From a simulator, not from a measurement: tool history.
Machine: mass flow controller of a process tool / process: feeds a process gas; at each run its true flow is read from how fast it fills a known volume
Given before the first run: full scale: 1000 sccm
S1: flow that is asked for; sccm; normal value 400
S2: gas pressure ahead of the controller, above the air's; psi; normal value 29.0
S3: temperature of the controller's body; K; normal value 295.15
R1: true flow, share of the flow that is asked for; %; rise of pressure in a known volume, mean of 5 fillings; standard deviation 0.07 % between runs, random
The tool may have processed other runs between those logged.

| run | hour | S1 | S2 | S3 | R1 |
|---|---|---|---|---|---|
| 1 | 0.0 | 400 | 29.0 | 295.15 | 98.84 |
| 2 | 417.5 | 400 | 29.0 | 295.15 | 98.77 |
| 3 | 873.3 | 400 | 32.2 | 295.15 | 98.90 |
| 4 | 1095.4 | 400 | 32.2 | 295.15 | 98.66 |
| 5 | 1403.4 | 400 | 32.2 | 295.15 | 98.75 |
| 6 | 1744.5 | 400 | 32.2 | 295.15 | 98.75 |
| 7 | 2165.3 | 400 | 32.2 | 295.15 | 98.94 |
| 8 | 2666.5 | 400 | 22.0 | 295.15 | 98.42 |
| 9 | 2959.1 | 400 | 22.0 | 295.15 | 98.52 |
| 10 | 3196.6 | 400 | 22.0 | 295.15 | 98.54 |
| 11 | 3576.3 | 400 | 40.5 | 295.15 | 98.92 |
| 12 | 4021.2 | 400 | 40.5 | 295.15 | 98.96 |
| 13 | 4507.9 | 400 | 29.0 | 295.15 | 98.64 |
| 14 | 4883.7 | 400 | 29.0 | 295.15 | 98.64 |
| 15 | 5171.1 | 400 | 29.0 | 295.15 | 98.55 |
| 16 | 5512.1 | 400 | 22.8 | 295.15 | 98.40 |
| 17 | 5998.0 | 400 | 22.8 | 295.15 | 98.46 |
| 18 | 6267.2 | 762 | 23.9 | 295.15 | 99.05 |
| 19 | 6659.4 | 762 | 23.9 | 295.15 | 99.10 |
| 20 | 6922.4 | 762 | 23.9 | 295.15 | 98.97 |

Expected results for the next run?
| 21 | 7191.7 | 142 | 23.9 | 297.15 | ? |

{"run 21": {"R1": 98.73}}
Minus the tool's unlogged condition, the same run would have read R1 97.94 %.
